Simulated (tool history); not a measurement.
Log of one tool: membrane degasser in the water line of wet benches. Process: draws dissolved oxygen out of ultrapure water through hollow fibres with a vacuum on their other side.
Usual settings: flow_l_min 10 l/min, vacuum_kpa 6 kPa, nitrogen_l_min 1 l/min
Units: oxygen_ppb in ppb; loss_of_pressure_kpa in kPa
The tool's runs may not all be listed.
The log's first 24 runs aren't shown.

run	hour	flow_l_min	vacuum_kpa	nitrogen_l_min	hours since the membrane was changed	hours since the vacuum gauge was calibrated	hours since the vacuum lines were made tight	oxygen_ppb	loss_of_pressure_kpa
25	2424.8	8	6.98	0.78	8411	3864	4741	172.1	53.89
26	2533.3	15	4.81	2.98	8520	3973	4850	201.6	100.18
27	2648.9	15	4.81	2.98	8635	4088	4965	205.9	100.91
28	2751.2	7	14.36	0.61	8737	4190	5068	371.3	46.95
29	2853.7	7	14.36	0.61	8840	4293	5170	376.9	47.18
30	2971.3	10	7.48	1	8958	4411	5288	214.8	67.63
31	3126.2	7	14.37	1	9113	4565	5443	260.5	47.19
32	3271	7	8.84	2.44	9257	4710	5588	104.2	47.43
33	3422.2	10	9.96	1	9409	4862	5739	272.5	67.1

3 ways to go on from here, each from the tool as it stands after run 33. What would each give?
A	3560.2	10	5.02	0.71	9547	5000	5877	?	?
B	3560.2	9	3.7	1.14	9547	5000	5877	?	?
C	3560.2	11	6	1.27	9547	5000	5877	?	?

run	oxygen_ppb	loss_of_pressure_kpa
A	177.1	67.57
B	106.5	60.68
C	188.1	74.02
Without the tool's hidden state the same runs would have given:
run	oxygen_ppb	loss_of_pressure_kpa
A	130.5	62.82
B	71.1	56.42
C	142.7	68.79

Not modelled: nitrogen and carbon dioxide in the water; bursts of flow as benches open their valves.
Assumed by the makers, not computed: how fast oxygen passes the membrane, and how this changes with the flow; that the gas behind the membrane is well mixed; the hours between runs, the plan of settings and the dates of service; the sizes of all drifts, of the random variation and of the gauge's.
